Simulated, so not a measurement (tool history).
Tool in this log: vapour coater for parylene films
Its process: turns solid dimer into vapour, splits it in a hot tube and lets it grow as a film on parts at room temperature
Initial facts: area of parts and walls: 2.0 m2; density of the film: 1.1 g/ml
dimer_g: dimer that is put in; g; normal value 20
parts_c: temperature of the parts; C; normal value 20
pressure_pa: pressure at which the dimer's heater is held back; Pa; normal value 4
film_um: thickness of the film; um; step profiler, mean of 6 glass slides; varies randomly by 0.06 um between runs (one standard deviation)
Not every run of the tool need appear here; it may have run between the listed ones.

run	day	dimer_g	parts_c	pressure_pa	film_um
1	0	20	20	4	6.16
# day 2.812: trap's valve overhauled
2	2.812	20	20	4	7.04
3	6.233	20	20	4	6.84
4	9.708	20	20	4	6.84
5	11.892	20	26	4	5.61
6	13.296	22	20	4	7.35
7	16.429	29	20	4	9.24
8	18.962	29	20	4	9.45
9	21.842	29	20	4	9.13
10	23.996	20	20	4	6.18
11	27.117	20	20	4	6.14
12	28.742	20	20	4	6.15
# day 30.388: trap's valve overhauled
13	31.958	20	20	4	6.86
14	33.538	20	20	4	6.78
15	35.142	20	20	6.35	6.53
# day 37.6: table's thermometer calibrated
16	38.317	20	20	6.35	6.53
17	40.812	20	20	6.35	6.47
18	42.425	20	20	6.35	6.29
19	44.033	20	20	4	6.55
20	45.758	20	20	4	6.5
21	47.621	20	20	4	6.4
22	49.067	20	20	4	6.47
23	52.362	20	20	3.81	6.29
24	55.529	20	13	4	7.81
# day 57.962: trap's valve overhauled
25	58.162	20	13	4	8.78
26	61.412	20	13	7.51	8.12
27	63.367	20	13	6.02	8.12
28	64.896	20	13	6.02	8.19
29	66.433	20	12	2.19	8.59
30	69.571	8	20	4.71	2.61
31	72.258	12	16	4	4.46
32	74.488	20	20	2.25	6.91
33	75.983	10	29	4.95	2.37
34	79.3	10	29	4.95	2.3
35	81.192	22	20	5.25	6.63
36	83.842	21	20	4.97	6.41
# day 85.575: trap's valve overhauled
37	85.575	8	27	5.54	2.19
38	87.075	13	15	4	5.29
39	89.488	13	15	4	5.22
40	92.696	13	28	4	3.44
41	95.538	20	17	4	7.32
42	97.262	20	17	4	7.3
43	99.108	20	17	4	7.19
44	101.388	20	17	4	7.24

The next listed run, before its measurement:
45	103.571	12	31	4	?

Logged for run 45: film_um 2.7 um.
Were there no unlogged condition in the tool, this run, its random variation unchanged, would have produced film_um 2.98 um.

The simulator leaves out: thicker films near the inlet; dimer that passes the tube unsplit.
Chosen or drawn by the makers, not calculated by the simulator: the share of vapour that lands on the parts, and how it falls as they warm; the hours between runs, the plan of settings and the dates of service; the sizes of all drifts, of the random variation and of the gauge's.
